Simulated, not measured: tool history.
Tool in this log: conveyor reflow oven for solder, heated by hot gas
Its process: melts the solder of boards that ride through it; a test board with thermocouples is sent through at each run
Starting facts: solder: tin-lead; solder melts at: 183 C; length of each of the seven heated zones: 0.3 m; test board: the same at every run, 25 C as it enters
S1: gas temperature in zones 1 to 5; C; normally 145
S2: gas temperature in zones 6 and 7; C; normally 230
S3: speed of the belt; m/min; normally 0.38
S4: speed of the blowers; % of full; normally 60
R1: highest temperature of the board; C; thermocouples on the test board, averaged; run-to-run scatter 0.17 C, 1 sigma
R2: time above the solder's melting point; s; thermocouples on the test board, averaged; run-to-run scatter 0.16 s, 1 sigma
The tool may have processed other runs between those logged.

run   hour   S1   S2     S3  S4     R1     R2
  1      0  145  230   0.38  60  216.5   74.5
      31.2  -- flux residue cleaned out of gas plates and filters
  2   42.1  145  230   0.38  60    217   74.3
  3   57.8  145  230   0.38  60  216.8   74.6
  4   90.7  145  230   0.38  60  216.8   74.4
  5  107.5  145  222   0.38  60  209.8   67.7
  6  143.3  145  222   0.38  60  209.7   67.4
  7  178.8  145  230   0.38  64  217.6   75.4
  8  195.5  145  230   0.38  65  217.6   75.8
  9  222.4  145  230   0.38  65  217.5   75.4
 10  246.6  135  230   0.38  60  215.3   68.6
 11  280.8  135  230   0.38  60    215   68.2
 12  301.9  145  230   0.38  60  216.8   74.6
     308.5  -- thermocouples of zones 6 and 7 changed
     318.7  -- flux residue cleaned out of gas plates and filters
 13  331.8  145  230   0.38  60  216.9   74.8
 14  347.7  145  230   0.38  60  216.7   74.5
 15  375.9  145  230  0.358  60  218.3   81.3
 16  413.4  145  230  0.358  60  218.4   80.8
 17  440.2  149  240   0.38  60  226.3   83.8
 18  466.2  152  244   0.38  53  229.2   87.4
     483.6  -- belt drive overhauled, speed set with a stopwatch
 19  497.3  145  241   0.38  60  226.9   82.3
 20  515.3  145  241   0.38  60  226.8   82.3
 21    545  147  240  0.321  85  233.4  103.9
 22  573.4  147  240  0.321  85  232.9    104
 23  590.5  148  240  0.324  53  229.5  100.5
     609.8  -- flux residue cleaned out of gas plates and filters
 24  624.3  148  233  0.335  83  225.6   95.4
 25  646.7  148  233  0.335  83  225.6   95.4
 26  676.8  138  230   0.38  60  215.5   69.9
 27    711  145  225  0.423  54  208.5   57.7
 28  727.2  145  222   0.38  87  212.8   72.3
 29    750  145  222   0.38  87  212.9   72.4

3 options for the next run, each taken on its own from the tool as it stands now. Forecast them:
  A  785.9  145  222  0.38  56   ?   ?
  B  785.9  145  222  0.38  81   ?   ?
  C  785.9  133  225  0.38  60   ?   ?

run     R1    R2
  A  209.2  66.3
  B  212.6  71.5
  C  210.6  62.5
The same runs, with their run-to-run variation unchanged, on a tool lacking any hidden condition would have given:
run     R1    R2
  A  209.2  66.3
  B  212.6  71.5
  C  210.6  62.5
